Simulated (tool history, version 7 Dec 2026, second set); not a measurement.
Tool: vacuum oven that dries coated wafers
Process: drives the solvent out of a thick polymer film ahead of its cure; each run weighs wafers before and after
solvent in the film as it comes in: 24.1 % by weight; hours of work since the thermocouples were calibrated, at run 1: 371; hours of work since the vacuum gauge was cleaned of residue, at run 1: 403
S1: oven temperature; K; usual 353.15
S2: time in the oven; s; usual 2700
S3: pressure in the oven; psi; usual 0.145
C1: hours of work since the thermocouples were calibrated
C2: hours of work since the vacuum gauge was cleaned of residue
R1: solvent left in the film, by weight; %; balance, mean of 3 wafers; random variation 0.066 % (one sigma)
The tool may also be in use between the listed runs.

run 1 hour=0.0 | S1=353.15 S2=2700 S3=0.145 | C1=371 C2=403 | R1=4.61
run 2 hour=23.7 | S1=353.15 S2=2700 S3=0.512 | C1=388 C2=420 | R1=5.16
run 3 hour=49.1 | S1=353.15 S2=2700 S3=0.512 | C1=405 C2=438 | R1=5.15
run 4 hour=83.3 | S1=353.15 S2=2700 S3=0.512 | C1=429 C2=462 | R1=5.17
run 5 hour=116.4 | S1=353.15 S2=2700 S3=0.145 | C1=453 C2=485 | R1=4.77
run 6 hour=137.3 | S1=353.15 S2=2700 S3=0.145 | C1=467 C2=499 | R1=4.66
run 7 hour=167.3 | S1=353.15 S2=2700 S3=0.145 | C1=488 C2=521 | R1=4.62
run 8 hour=199.1 | S1=358.15 S2=2700 S3=0.145 | C1=511 C2=543 | R1=3.52
run 9 hour=218.0 | S1=358.15 S2=2700 S3=0.145 | C1=524 C2=556 | R1=3.46
-- hour=222.9 oven's thermocouples calibrated
run 10 hour=234.9 | S1=353.15 S2=2700 S3=0.145 | C1=8 C2=566 | R1=4.84
run 11 hour=253.0 | S1=345.15 S2=2700 S3=0.145 | C1=21 C2=579 | R1=7.39
run 12 hour=268.2 | S1=349.15 S2=2700 S3=0.145 | C1=32 C2=590 | R1=6.21
run 13 hour=296.8 | S1=349.15 S2=2700 S3=0.145 | C1=52 C2=610 | R1=6.19
run 14 hour=324.3 | S1=344.15 S2=1620 S3=0.145 | C1=71 C2=629 | R1=10.91
-- hour=337.4 oven's thermocouples calibrated, once more
run 15 hour=359.2 | S1=348.15 S2=2700 S3=0.145 | C1=15 C2=652 | R1=5.81
run 16 hour=386.4 | S1=348.15 S2=2700 S3=0.145 | C1=34 C2=671 | R1=5.78
run 17 hour=405.9 | S1=345.15 S2=4680 S3=0.145 | C1=48 C2=685 | R1=3.20
run 18 hour=425.8 | S1=353.15 S2=2280 S3=0.280 | C1=62 C2=699 | R1=5.63
run 19 hour=456.8 | S1=353.15 S2=3060 S3=0.222 | C1=84 C2=721 | R1=3.76
run 20 hour=488.3 | S1=360.15 S2=1440 S3=0.222 | C1=106 C2=743 | R1=6.84
run 21 hour=509.6 | S1=360.15 S2=1440 S3=0.222 | C1=121 C2=758 | R1=7.00
run 22 hour=527.0 | S1=367.15 S2=1980 S3=0.151 | C1=133 C2=770 | R1=2.96
run 23 hour=557.1 | S1=339.15 S2=3420 S3=0.223 | C1=154 C2=791 | R1=7.37
run 24 hour=588.8 | S1=339.15 S2=3420 S3=0.223 | C1=176 C2=813 | R1=7.29
run 25 hour=614.2 | S1=339.15 S2=3420 S3=0.223 | C1=194 C2=831 | R1=7.19
run 26 hour=641.5 | S1=339.15 S2=3420 S3=0.223 | C1=213 C2=850 | R1=7.34

5 ways to go on from here, each from the tool as it stands after run 26. What would each give?
run A hour=670.0 | S1=355.15 S2=3480 S3=0.084 | C1=233 C2=870 | R1=?
run B hour=670.0 | S1=353.15 S2=2700 S3=0.148 | C1=233 C2=870 | R1=?
run C hour=670.0 | S1=356.15 S2=1620 S3=0.560 | C1=233 C2=870 | R1=?
run D hour=670.0 | S1=353.15 S2=2520 S3=0.107 | C1=233 C2=870 | R1=?
run E hour=670.0 | S1=347.15 S2=1860 S3=0.177 | C1=233 C2=870 | R1=?

run=A R1=2.43
run=B R1=4.55
run=C R1=7.61
run=D R1=5.08
run=E R1=8.90
Without the tool's hidden state the same runs would have given:
run=A R1=2.27
run=B R1=4.35
run=C R1=7.40
run=D R1=4.87
run=E R1=8.68
